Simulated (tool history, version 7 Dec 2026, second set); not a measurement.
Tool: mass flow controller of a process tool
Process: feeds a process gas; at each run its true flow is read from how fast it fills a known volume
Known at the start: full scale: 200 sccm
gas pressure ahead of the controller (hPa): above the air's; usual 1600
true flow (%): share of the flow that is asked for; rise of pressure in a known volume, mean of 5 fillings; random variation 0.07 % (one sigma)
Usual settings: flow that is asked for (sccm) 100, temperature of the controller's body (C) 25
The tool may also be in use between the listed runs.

| run | hour | flow that is asked for (sccm) | gas pressure ahead of the controller (hPa) | temperature of the controller's body (C) | true flow (%) |
|---|---|---|---|---|---|
| 1 | 0.0 | 100 | 1600 | 25 | 98.57 |
| 2 | 322.1 | 100 | 1600 | 25 | 98.53 |
| 3 | 551.1 | 100 | 1600 | 25 | 98.37 |
| 4 | 899.4 | 100 | 1600 | 26 | 98.12 |
| 5 | 1170.2 | 100 | 1600 | 26 | 98.03 |
| 6 | 1496.6 | 100 | 2430 | 25 | 97.86 |
| 7 | 1847.3 | 100 | 2430 | 25 | 97.56 |
| 8 | 2119.1 | 100 | 1680 | 20 | 98.39 |
| 9 | 2280.1 | 100 | 2500 | 20 | 98.12 |
| 10 | 2600.9 | 132 | 1600 | 32 | 97.54 |
| 11 | 2833.9 | 25 | 2410 | 32 | 95.39 |
| 12 | 3127.7 | 100 | 1520 | 37 | 96.26 |
| 13 | 3371.0 | 100 | 2340 | 28 | 96.90 |

Forecast each of these 5 alternatives for the next run:
| A | 3623.6 | 100 | 1740 | 32 | ? |
| B | 3623.6 | 23 | 1830 | 21 | ? |
| C | 3623.6 | 100 | 2340 | 39 | ? |
| D | 3623.6 | 113 | 2450 | 21 | ? |
| E | 3623.6 | 119 | 2090 | 25 | ? |

| run | true flow (%) |
|---|---|
| A | 96.59 |
| B | 96.41 |
| C | 95.57 |
| D | 97.71 |
| E | 97.40 |
Without the tool's hidden state the same runs would have given:
| run | true flow (%) |
|---|---|
| A | 97.83 |
| B | 97.63 |
| C | 96.80 |
| D | 98.96 |
| E | 98.64 |
